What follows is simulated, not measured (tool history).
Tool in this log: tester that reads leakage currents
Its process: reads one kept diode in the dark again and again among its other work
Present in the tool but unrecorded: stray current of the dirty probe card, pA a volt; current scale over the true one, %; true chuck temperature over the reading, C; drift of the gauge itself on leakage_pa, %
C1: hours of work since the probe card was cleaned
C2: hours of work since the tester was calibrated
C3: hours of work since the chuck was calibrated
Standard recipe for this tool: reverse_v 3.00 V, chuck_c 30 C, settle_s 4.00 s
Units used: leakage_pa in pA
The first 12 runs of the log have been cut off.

run 13 day=55.450 | reverse_v=3.00 chuck_c=59 settle_s=6.13 | C1=2869 C2=4331 C3=361 | leakage_pa=247.79
run 14 day=61.883 | reverse_v=3.00 chuck_c=59 settle_s=6.13 | C1=2972 C2=4435 C3=465 | leakage_pa=246.80
run 15 day=64.588 | reverse_v=3.00 chuck_c=59 settle_s=6.13 | C1=3016 C2=4479 C3=508 | leakage_pa=247.27
run 16 day=69.996 | reverse_v=3.00 chuck_c=59 settle_s=4.68 | C1=3103 C2=4566 C3=595 | leakage_pa=247.71
run 17 day=75.171 | reverse_v=3.00 chuck_c=30 settle_s=4.00 | C1=3186 C2=4649 C3=679 | leakage_pa=30.84
run 18 day=79.721 | reverse_v=3.00 chuck_c=30 settle_s=4.00 | C1=3260 C2=4722 C3=752 | leakage_pa=30.79
run 19 day=83.846 | reverse_v=3.00 chuck_c=30 settle_s=4.00 | C1=3326 C2=4789 C3=818 | leakage_pa=30.84
-- day=84.429 probe card cleaned and baked
-- day=87.133 chuck's temperature calibrated
run 20 day=87.954 | reverse_v=3.00 chuck_c=30 settle_s=4.00 | C1=55 C2=4852 C3=13 | leakage_pa=31.03
run 21 day=93.288 | reverse_v=3.00 chuck_c=30 settle_s=4.00 | C1=141 C2=4937 C3=99 | leakage_pa=30.91
run 22 day=99.017 | reverse_v=3.00 chuck_c=30 settle_s=4.00 | C1=234 C2=5030 C3=191 | leakage_pa=30.72
run 23 day=101.812 | reverse_v=3.00 chuck_c=50 settle_s=4.18 | C1=279 C2=5075 C3=236 | leakage_pa=134.43
run 24 day=104.579 | reverse_v=3.00 chuck_c=50 settle_s=4.18 | C1=323 C2=5119 C3=281 | leakage_pa=135.05
run 25 day=110.175 | reverse_v=3.00 chuck_c=24 settle_s=4.00 | C1=413 C2=5209 C3=371 | leakage_pa=19.16
run 26 day=116.538 | reverse_v=3.00 chuck_c=24 settle_s=4.00 | C1=516 C2=5312 C3=474 | leakage_pa=19.14
-- day=120.658 tester calibrated
run 27 day=123.171 | reverse_v=3.00 chuck_c=24 settle_s=4.00 | C1=621 C2=40 C3=579 | leakage_pa=19.06
run 28 day=126.942 | reverse_v=10.96 chuck_c=24 settle_s=4.00 | C1=682 C2=101 C3=640 | leakage_pa=38.74
run 29 day=131.542 | reverse_v=5.11 chuck_c=40 settle_s=4.00 | C1=756 C2=175 C3=714 | leakage_pa=88.30
run 30 day=135.358 | reverse_v=5.11 chuck_c=40 settle_s=4.00 | C1=818 C2=237 C3=775 | leakage_pa=87.94
-- day=141.158 chuck's temperature calibrated
run 31 day=141.217 | reverse_v=5.11 chuck_c=40 settle_s=4.00 | C1=911 C2=330 C3=1 | leakage_pa=88.55
run 32 day=145.292 | reverse_v=3.43 chuck_c=39 settle_s=0.93 | C1=976 C2=395 C3=67 | leakage_pa=66.00

Run 33 has not been measured yet. What should we expect?
run 33 day=151.717 | reverse_v=3.43 chuck_c=39 settle_s=0.93 | C1=1080 C2=499 C3=170 | leakage_pa=?

Run 33 produced leakage_pa 66.20 pA.
With the hidden condition absent and the run-to-run variation left alone, this run would have shown leakage_pa 66.19 pA.
